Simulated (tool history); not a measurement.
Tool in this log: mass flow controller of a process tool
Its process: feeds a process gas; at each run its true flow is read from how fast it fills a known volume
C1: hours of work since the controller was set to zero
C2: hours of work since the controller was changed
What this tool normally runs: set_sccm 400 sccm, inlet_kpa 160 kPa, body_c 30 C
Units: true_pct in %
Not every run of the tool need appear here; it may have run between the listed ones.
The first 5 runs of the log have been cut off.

Run 6, hour 1007.3: usual settings but inlet_kpa 150 kPa; C1 4276; C2 4276. Result: true_pct 95.70 %.
Run 7, hour 1121.4: usual settings but inlet_kpa 150 kPa; C1 4357; C2 4357. Result: true_pct 95.58 %.
Run 8, hour 1373.1: usual settings but inlet_kpa 150 kPa; C1 4537; C2 4537. Result: true_pct 95.54 %.
Run 9, hour 1563.9: usual settings but inlet_kpa 150 kPa, body_c 33 C; C1 4673; C2 4673. Result: true_pct 95.11 %.
Run 10, hour 1787.5: usual settings; C1 4832; C2 4832. Result: true_pct 95.26 %.
Run 11, hour 2014.2: usual settings but body_c 26 C; C1 4994; C2 4994. Result: true_pct 95.23 %.
Run 12, hour 2174.6: usual settings but body_c 26 C; C1 5108; C2 5108. Result: true_pct 95.27 %.
Run 13, hour 2361.3: usual settings; C1 5242; C2 5242. Result: true_pct 94.77 %.
Run 14, hour 2535.3: usual settings but body_c 21 C; C1 5366; C2 5366. Result: true_pct 95.44 %.
Run 15, hour 2647.7: usual settings but body_c 21 C; C1 5446; C2 5446. Result: true_pct 95.20 %.
Run 16, hour 2862.7: usual settings; C1 5599; C2 5599. Result: true_pct 94.46 %.
At hour 3052.4: controller exchanged for a calibrated one.
Run 17, hour 3059.1: usual settings; C1 5; C2 5. Result: true_pct 99.30 %.
Run 18, hour 3303.5: usual settings; C1 179; C2 179. Result: true_pct 99.22 %.
Run 19, hour 3408.3: usual settings; C1 254; C2 254. Result: true_pct 99.07 %.
Run 20, hour 3628.3: usual settings but inlet_kpa 183 kPa; C1 411; C2 411. Result: true_pct 98.85 %.
Run 21, hour 3774.2: usual settings; C1 515; C2 515. Result: true_pct 98.76 %.
Run 22, hour 3877.7: usual settings but inlet_kpa 241 kPa; C1 589; C2 589. Result: true_pct 98.51 %.
Run 23, hour 4118.6: usual settings but inlet_kpa 146 kPa; C1 761; C2 761. Result: true_pct 98.71 %.
Run 24, hour 4314.6: usual settings but set_sccm 68 sccm, body_c 20 C; C1 900; C2 900. Result: true_pct 96.41 %.
Run 25, hour 4531.3: usual settings but set_sccm 337 sccm, body_c 29 C; C1 1055; C2 1055. Result: true_pct 97.91 %.
Run 26, hour 4655.0: usual settings but set_sccm 202 sccm, inlet_kpa 249 kPa, body_c 26 C; C1 1143; C2 1143. Result: true_pct 96.66 %.

Predict the results of run 27:
Run 27, hour 4856.2: usual settings but set_sccm 202 sccm, inlet_kpa 249 kPa, body_c 27 C; C1 1287; C2 1287. Result: true_pct ?.

For run 27 the tool returned true_pct 96.62 %.
Had the tool carried no hidden state, the very same run would have given true_pct 98.05 %.

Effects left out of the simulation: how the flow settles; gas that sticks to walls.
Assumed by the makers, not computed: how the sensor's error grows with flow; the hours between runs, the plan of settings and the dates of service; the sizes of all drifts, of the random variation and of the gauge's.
